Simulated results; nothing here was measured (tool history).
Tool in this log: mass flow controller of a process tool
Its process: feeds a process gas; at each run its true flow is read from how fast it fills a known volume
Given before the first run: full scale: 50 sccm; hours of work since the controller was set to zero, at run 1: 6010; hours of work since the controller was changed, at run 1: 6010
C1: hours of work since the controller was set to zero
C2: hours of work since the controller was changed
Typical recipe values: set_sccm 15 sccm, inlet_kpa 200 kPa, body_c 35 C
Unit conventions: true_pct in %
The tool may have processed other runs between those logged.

Run 1, day 0.000: usual settings; C1 6010; C2 6010. Result: true_pct 94.93 %.
Run 2, day 5.892: usual settings; C1 6074; C2 6074. Result: true_pct 95.12 %.
Run 3, day 10.625: usual settings; C1 6126; C2 6126. Result: true_pct 95.11 %.
Run 4, day 14.996: usual settings; C1 6173; C2 6173. Result: true_pct 95.07 %.
Run 5, day 23.529: usual settings; C1 6266; C2 6266. Result: true_pct 94.91 %.
Run 6, day 30.638: usual settings but set_sccm 25 sccm; C1 6344; C2 6344. Result: true_pct 96.03 %.
Run 7, day 39.188: usual settings but set_sccm 25 sccm, body_c 27 C; C1 6437; C2 6437. Result: true_pct 96.12 %.
Run 8, day 43.833: usual settings but inlet_kpa 268 kPa; C1 6487; C2 6487. Result: true_pct 94.84 %.
Run 9, day 50.346: usual settings but inlet_kpa 195 kPa; C1 6558; C2 6558. Result: true_pct 94.74 %.
Run 10, day 54.629: usual settings but body_c 23 C; C1 6604; C2 6604. Result: true_pct 95.21 %.
Run 11, day 58.604: usual settings but set_sccm 6 sccm, body_c 23 C; C1 6648; C2 6648. Result: true_pct 92.07 %.
Run 12, day 63.583: usual settings but set_sccm 25 sccm, inlet_kpa 277 kPa, body_c 21 C; C1 6702; C2 6702. Result: true_pct 96.21 %.
Run 13, day 70.196: usual settings but set_sccm 32 sccm, inlet_kpa 229 kPa, body_c 20 C; C1 6774; C2 6774. Result: true_pct 96.80 %.
Run 14, day 76.296: usual settings but set_sccm 48 sccm, inlet_kpa 177 kPa, body_c 23 C; C1 6840; C2 6840. Result: true_pct 97.64 %.
Run 15, day 84.371: usual settings but set_sccm 48 sccm, inlet_kpa 177 kPa, body_c 23 C; C1 6928; C2 6928. Result: true_pct 97.58 %.
Run 16, day 88.862: usual settings but set_sccm 45 sccm, inlet_kpa 177 kPa, body_c 23 C; C1 6977; C2 6977. Result: true_pct 97.39 %.
Run 17, day 94.742: usual settings but set_sccm 8 sccm, body_c 21 C; C1 7041; C2 7041. Result: true_pct 92.89 %.
Run 18, day 98.204: usual settings but set_sccm 8 sccm, body_c 21 C; C1 7078; C2 7078. Result: true_pct 92.93 %.
Run 19, day 103.754: usual settings but set_sccm 8 sccm, body_c 21 C; C1 7139; C2 7139. Result: true_pct 92.90 %.
Run 20, day 110.400: usual settings but set_sccm 17 sccm; C1 7211; C2 7211. Result: true_pct 94.76 %.
Run 21, day 118.196: usual settings but inlet_kpa 188 kPa, body_c 40 C; C1 7296; C2 7296. Result: true_pct 94.13 %.

Some steps in true_pct between neighbouring runs. How much of each would the tool show without its hidden state too (settings, what came in, random variation), and how much is left for the hidden state, with any gauge scatter that isn't in both results?
Hidden conditions of the tool in this case: flow at rest that the sensor doesn't see, % of full scale; true flow over the shown one, %; drift of the gauge itself on true_pct, %.
Run 11 -> 12: set_sccm 6 -> 25, inlet_kpa 200 -> 277, body_c 23 -> 21. true_pct +4.14 %: hidden state +3.70, all else +0.44.
Run 16 -> 17: set_sccm 45 -> 8, inlet_kpa 177 -> 200, body_c 23 -> 21. true_pct -4.50 %: hidden state -3.23, all else -1.27.

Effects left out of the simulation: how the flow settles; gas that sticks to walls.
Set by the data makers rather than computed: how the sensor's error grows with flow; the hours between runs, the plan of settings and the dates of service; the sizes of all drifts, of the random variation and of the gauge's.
